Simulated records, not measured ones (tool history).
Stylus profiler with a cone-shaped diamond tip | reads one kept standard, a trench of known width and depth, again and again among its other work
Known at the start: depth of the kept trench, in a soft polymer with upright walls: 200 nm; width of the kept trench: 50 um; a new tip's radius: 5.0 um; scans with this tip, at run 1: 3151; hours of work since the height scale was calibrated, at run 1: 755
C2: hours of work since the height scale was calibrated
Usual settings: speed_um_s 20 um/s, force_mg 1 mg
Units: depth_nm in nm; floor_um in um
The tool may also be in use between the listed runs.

run 1 day=0 | speed_um_s=20 force_mg=1 | scans_with_this_tip=3151 C2=755 | depth_nm=201.75 floor_um=47.16
run 2 day=1.388 | speed_um_s=10 force_mg=1 | scans_with_this_tip=3228 C2=774 | depth_nm=201.85 floor_um=47.23
run 3 day=2.4 | speed_um_s=20 force_mg=1 | scans_with_this_tip=3285 C2=787 | depth_nm=201.81 floor_um=47.15
run 4 day=3.129 | speed_um_s=20 force_mg=1 | scans_with_this_tip=3326 C2=797 | depth_nm=201.77 floor_um=47.15
run 5 day=4.004 | speed_um_s=20 force_mg=1 | scans_with_this_tip=3375 C2=809 | depth_nm=201.78 floor_um=47.09
run 6 day=5.242 | speed_um_s=20 force_mg=1 | scans_with_this_tip=3444 C2=826 | depth_nm=201.79 floor_um=47.15
run 7 day=6.412 | speed_um_s=11 force_mg=1 | scans_with_this_tip=3509 C2=841 | depth_nm=201.79 floor_um=47.27
run 8 day=7.221 | speed_um_s=11 force_mg=1 | scans_with_this_tip=3555 C2=852 | depth_nm=201.76 floor_um=47.17
run 9 day=7.846 | speed_um_s=14 force_mg=1.83 | scans_with_this_tip=3590 C2=860 | depth_nm=202.66 floor_um=47.2
run 10 day=8.867 | speed_um_s=23 force_mg=1.75 | scans_with_this_tip=3647 C2=874 | depth_nm=202.6 floor_um=47.08
run 11 day=9.854 | speed_um_s=9 force_mg=1.12 | scans_with_this_tip=3702 C2=887 | depth_nm=201.9 floor_um=47.21
run 12 day=10.488 | speed_um_s=9 force_mg=0.49 | scans_with_this_tip=3737 C2=896 | depth_nm=201.05 floor_um=47.19
run 13 day=11.3 | speed_um_s=9 force_mg=0.49 | scans_with_this_tip=3783 C2=907 | depth_nm=201.1 floor_um=47.16
run 14 day=12.225 | speed_um_s=44 force_mg=1.84 | scans_with_this_tip=3834 C2=919 | depth_nm=202.65 floor_um=47.1
run 15 day=13.008 | speed_um_s=44 force_mg=1.84 | scans_with_this_tip=3878 C2=930 | depth_nm=202.63 floor_um=47.12
run 16 day=14.258 | speed_um_s=44 force_mg=1.84 | scans_with_this_tip=3948 C2=946 | depth_nm=202.66 floor_um=47.12

Forecast each of these 5 alternatives for the next run:
run A day=15.642 | speed_um_s=10 force_mg=2.15 | scans_with_this_tip=4025 C2=965 | depth_nm=? floor_um=?
run B day=15.642 | speed_um_s=17 force_mg=0.4 | scans_with_this_tip=4025 C2=965 | depth_nm=? floor_um=?
run C day=15.642 | speed_um_s=39 force_mg=1.84 | scans_with_this_tip=4025 C2=965 | depth_nm=? floor_um=?
run D day=15.642 | speed_um_s=33 force_mg=0.87 | scans_with_this_tip=4025 C2=965 | depth_nm=? floor_um=?
run E day=15.642 | speed_um_s=9 force_mg=1.84 | scans_with_this_tip=4025 C2=965 | depth_nm=? floor_um=?

run=A depth_nm=202.99 floor_um=47.2
run=B depth_nm=200.91 floor_um=47.1
run=C depth_nm=202.67 floor_um=47.13
run=D depth_nm=201.59 floor_um=47.11
run=E depth_nm=202.63 floor_um=47.17
Without the tool's hidden state the same runs would have given:
run=A depth_nm=203 floor_um=47.2
run=B depth_nm=200.91 floor_um=47.1
run=C depth_nm=202.67 floor_um=47.13
run=D depth_nm=201.6 floor_um=47.11
run=E depth_nm=202.63 floor_um=47.17

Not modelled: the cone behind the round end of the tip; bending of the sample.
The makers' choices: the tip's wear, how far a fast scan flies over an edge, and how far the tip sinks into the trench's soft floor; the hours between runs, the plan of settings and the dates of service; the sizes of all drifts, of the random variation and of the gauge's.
